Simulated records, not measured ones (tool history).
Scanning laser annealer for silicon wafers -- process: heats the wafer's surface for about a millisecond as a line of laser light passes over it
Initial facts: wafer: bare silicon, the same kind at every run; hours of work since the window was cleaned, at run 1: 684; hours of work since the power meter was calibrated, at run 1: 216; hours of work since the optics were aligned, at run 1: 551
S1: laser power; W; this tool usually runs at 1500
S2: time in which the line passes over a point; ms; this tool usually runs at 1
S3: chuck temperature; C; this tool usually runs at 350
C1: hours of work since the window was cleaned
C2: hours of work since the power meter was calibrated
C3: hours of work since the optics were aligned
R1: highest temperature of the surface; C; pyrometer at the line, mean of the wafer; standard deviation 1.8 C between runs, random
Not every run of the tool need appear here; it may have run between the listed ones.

run   hour    S1    S2   S3   C1   C2   C3    R1
  1      0  1500     1  350  684  216  551  1035
  2    7.4  1500     1  350  688  220  555  1037
  3     17  1382     1  350  693  224  560   978
  4   26.4  1500     1  352  697  229  565  1035
  5   31.6  1500     1  352  700  232  567  1037
  6   37.2  1500     1  352  703  234  570  1032
  7   42.5  1327     1  350  705  237  573   954
  8   47.8  1500     1  381  708  240  575  1066
  9   57.8  1500     1  381  713  245  580  1066
 10   67.4  1500     1  381  718  250  585  1062
 11   73.3  1500     1  340  721  253  588  1019
 12   80.3  1579     1  350  724  256  592  1071
 13     85  1579     1  350  727  258  594  1065
 14   89.8  1500     1  380  729  261  596  1065
 15   99.6  1366     1  380  734  266  601  1001
 16  108.7  1366     1  380  739  270  606  1000
 17  117.8  1483  0.94  380  743  275  610  1029
 18  123.4  1483  0.94  380  746  278  613  1030
 19    132  1438     1  367  750  282  618  1018
 20  138.1  1438     1  367  753  285  621  1017
 21  146.1  1449  0.81  350  757  289  625   931
 22  155.1  1320  1.13  350  762  293  629   988
 23  165.5  1556  0.86  334  767  299  634   984
 24  172.4  1441  1.04  374  771  302  638  1041
 25  180.2  1441  1.04  374  774  306  642  1037
 26  189.9  1441  0.75  374  779  311  647   925
 27  198.8  1441  0.75  386  784  315  651   940
 28  209.2  1378  1.07  332  789  321  656   978
 29  214.5  1378  1.07  376  792  323  659  1020
 30  222.4  1555     1  350  796  327  663  1053

Here are 5 independent what-if runs from the current tool condition. What would each one return?
  A  229.8  1555  0.77  380  799  331  666   ?
  B  229.8  1500  1.04  350  799  331  666   ?
  C  229.8  1319     1  369  799  331  666   ?
  D  229.8  1500  1.05  375  799  331  666   ?
  E  229.8  1536     1  318  799  331  666   ?

run    R1
  A   983
  B  1046
  C   961
  D  1071
  E  1014
Take away the tool's hidden state, keep each run's random variation, and the runs would have read:
run    R1
  A  1019
  B  1088
  C   997
  D  1114
  E  1056
